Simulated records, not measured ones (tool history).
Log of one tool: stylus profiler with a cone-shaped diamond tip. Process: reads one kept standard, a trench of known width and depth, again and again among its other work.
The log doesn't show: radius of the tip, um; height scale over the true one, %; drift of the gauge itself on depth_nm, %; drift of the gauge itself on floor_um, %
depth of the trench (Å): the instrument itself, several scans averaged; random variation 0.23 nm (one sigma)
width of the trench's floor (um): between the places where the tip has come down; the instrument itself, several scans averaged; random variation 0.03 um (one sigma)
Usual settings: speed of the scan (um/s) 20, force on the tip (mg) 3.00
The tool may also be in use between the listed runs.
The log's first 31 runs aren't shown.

run,day,speed of the scan (um/s),force on the tip (mg),scans with this tip,hours of work since the height scale was calibrated,depth of the trench (Å),width of the trench's floor (um)
32,24.512,16,2.04,4376,603,10135.5,96.50
33,24.992,16,2.04,4435,611,10138.6,96.46
34,26.150,64,4.44,4578,630,10234.5,96.43
35,26.667,8,1.46,4642,639,10106.6,96.50
36,27.338,8,1.46,4724,651,10107.7,96.47
37,28.208,9,1.46,4832,665,10111.8,96.53
38,29.371,9,1.46,4975,685,10113.3,96.51
39,30.033,9,1.46,5056,696,10113.9,96.53

3 ways to go on from here, each from the tool as it stands after run 39. What would each give?
A,30.658,12,4.47,5133,707,?,?
B,30.658,29,3.00,5133,707,?,?
C,30.658,63,1.63,5133,707,?,?

run,depth of the trench (Å),width of the trench's floor (um)
A,10236.3,96.56
B,10176.7,96.47
C,10121.8,96.41
Without the tool's hidden state the same runs would have given:
run,depth of the trench (Å),width of the trench's floor (um)
A,10236.2,96.56
B,10176.6,96.48
C,10121.7,96.41

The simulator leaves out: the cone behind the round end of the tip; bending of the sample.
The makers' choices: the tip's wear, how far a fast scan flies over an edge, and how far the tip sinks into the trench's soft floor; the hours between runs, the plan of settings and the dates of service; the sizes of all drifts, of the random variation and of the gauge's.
